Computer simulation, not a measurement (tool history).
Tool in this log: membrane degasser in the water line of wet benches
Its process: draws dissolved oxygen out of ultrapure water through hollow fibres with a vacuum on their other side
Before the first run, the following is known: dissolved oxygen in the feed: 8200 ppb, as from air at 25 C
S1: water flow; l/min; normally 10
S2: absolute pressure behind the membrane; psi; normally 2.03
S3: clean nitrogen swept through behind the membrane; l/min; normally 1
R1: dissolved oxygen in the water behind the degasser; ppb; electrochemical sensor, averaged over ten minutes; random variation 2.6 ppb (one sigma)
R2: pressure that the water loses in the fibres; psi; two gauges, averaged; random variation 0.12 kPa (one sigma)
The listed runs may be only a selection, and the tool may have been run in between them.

Run 1, hour 0: usual settings. Result: R1 489 ppb, R2 6.795 psi.
Run 2, hour 186.1: usual settings. Result: R1 487.9 ppb, R2 6.801 psi.
Run 3, hour 363.3: usual settings but S1 11 l/min. Result: R1 575.4 ppb, R2 7.469 psi.
Run 4, hour 459.7: usual settings but S3 0.63 l/min. Result: R1 612.4 ppb, R2 6.802 psi.
Run 5, hour 662.7: usual settings but S3 0.63 l/min. Result: R1 606.2 ppb, R2 6.802 psi.
Run 6, hour 844.2: usual settings but S3 0.63 l/min. Result: R1 610.6 ppb, R2 6.773 psi.
Run 7, hour 951.2: usual settings but S3 0.63 l/min. Result: R1 613.9 ppb, R2 6.775 psi.
Run 8, hour 1098.9: usual settings but S3 0.63 l/min. Result: R1 606.6 ppb, R2 6.759 psi.
Run 9, hour 1261.1: usual settings but S3 0.64 l/min. Result: R1 607.9 ppb, R2 6.786 psi.
Run 10, hour 1469.6: usual settings but S3 0.64 l/min. Result: R1 604.6 ppb, R2 6.757 psi.
Run 11, hour 1565.7: usual settings but S1 11 l/min, S3 0.64 l/min. Result: R1 700.8 ppb, R2 7.453 psi.
Run 12, hour 1761.9: usual settings. Result: R1 491.2 ppb, R2 6.769 psi.
At hour 1773.4: vacuum gauge calibrated.
Run 13, hour 1941.1: usual settings. Result: R1 489 ppb, R2 6.769 psi.
Run 14, hour 2106: usual settings. Result: R1 490.9 ppb, R2 6.733 psi.
Run 15, hour 2274.7: usual settings but S2 3.71 psi. Result: R1 739.7 ppb, R2 6.747 psi.
Run 16, hour 2425.9: usual settings. Result: R1 489.7 ppb, R2 6.743 psi.
Run 17, hour 2589: usual settings but S1 8 l/min. Result: R1 331.7 ppb, R2 5.366 psi.
Run 18, hour 2756.1: usual settings but S1 8 l/min, S3 1.22 l/min. Result: R1 301 ppb, R2 5.394 psi.
Run 19, hour 2890.1: usual settings but S1 11 l/min, S2 1.84 psi, S3 2.32 l/min. Result: R1 426.1 ppb, R2 7.436 psi.
Run 20, hour 3070.1: usual settings but S1 16 l/min, S2 1.42 psi, S3 2.83 l/min. Result: R1 779.4 ppb, R2 10.76 psi.
Run 21, hour 3195.6: usual settings but S1 16 l/min, S2 1.42 psi, S3 2.83 l/min. Result: R1 777 ppb, R2 10.778 psi.
Run 22, hour 3327.3: usual settings but S1 6 l/min, S2 1.44 psi, S3 0.66 l/min. Result: R1 196 ppb, R2 4.022 psi.
Run 23, hour 3508.8: usual settings but S1 6 l/min, S2 1.44 psi, S3 0.66 l/min. Result: R1 194.9 ppb, R2 4.02 psi.
Run 24, hour 3646.1: usual settings but S1 8 l/min, S2 2.29 psi, S3 0.97 l/min. Result: R1 373.2 ppb, R2 5.377 psi.
Run 25, hour 3794.5: usual settings but S1 9 l/min, S2 2.29 psi, S3 0.97 l/min. Result: R1 451.9 ppb, R2 6.035 psi.
Run 26, hour 3949.7: usual settings but S1 15 l/min, S2 4.71 psi. Result: R1 1412 ppb, R2 10.1 psi.
Run 27, hour 4117.1: usual settings but S1 16 l/min, S3 1.38 l/min. Result: R1 943.8 ppb, R2 10.762 psi.
Run 28, hour 4317.7: usual settings but S2 1.31 psi, S3 1.2 l/min. Result: R1 360.7 ppb, R2 6.691 psi.
Run 29, hour 4513.5: usual settings but S1 13 l/min, S2 2.96 psi. Result: R1 911.7 ppb, R2 8.682 psi.
Run 30, hour 4610.2: usual settings but S1 13 l/min, S2 2.96 psi. Result: R1 902.7 ppb, R2 8.701 psi.
Run 31, hour 4820.7: usual settings but S1 7 l/min, S2 1.65 psi, S3 1.76 l/min. Result: R1 167.8 ppb, R2 4.691 psi.
Run 32, hour 4928.7: usual settings but S1 12 l/min, S2 4.86 psi. Result: R1 1100.7 ppb, R2 7.992 psi.
Run 33, hour 5115.5: usual settings but S2 1.67 psi, S3 2.82 l/min. Result: R1 324.6 ppb, R2 6.688 psi.

What if the next run were any one of these 3? Each begins from the tool's condition after run 33:
Run A, hour 5327.9: usual settings but S1 12 l/min, S2 4.63 psi, S3 0.62 l/min. Result: R1 ?, R2 ?.
Run B, hour 5327.9: usual settings but S1 11 l/min, S2 4.26 psi, S3 0.48 l/min. Result: R1 ?, R2 ?.
Run C, hour 5327.9: usual settings but S2 4.28 psi, S3 2.82 l/min. Result: R1 ?, R2 ?.

run      R1     R2
  A  1399.8  8.012
  B  1396.1  7.313
  C   467.3  6.672
With no hidden state in the tool, these same runs would have given:
run      R1     R2
  A  1398.2  8.148
  B  1394.6  7.439
  C   466.3  6.785
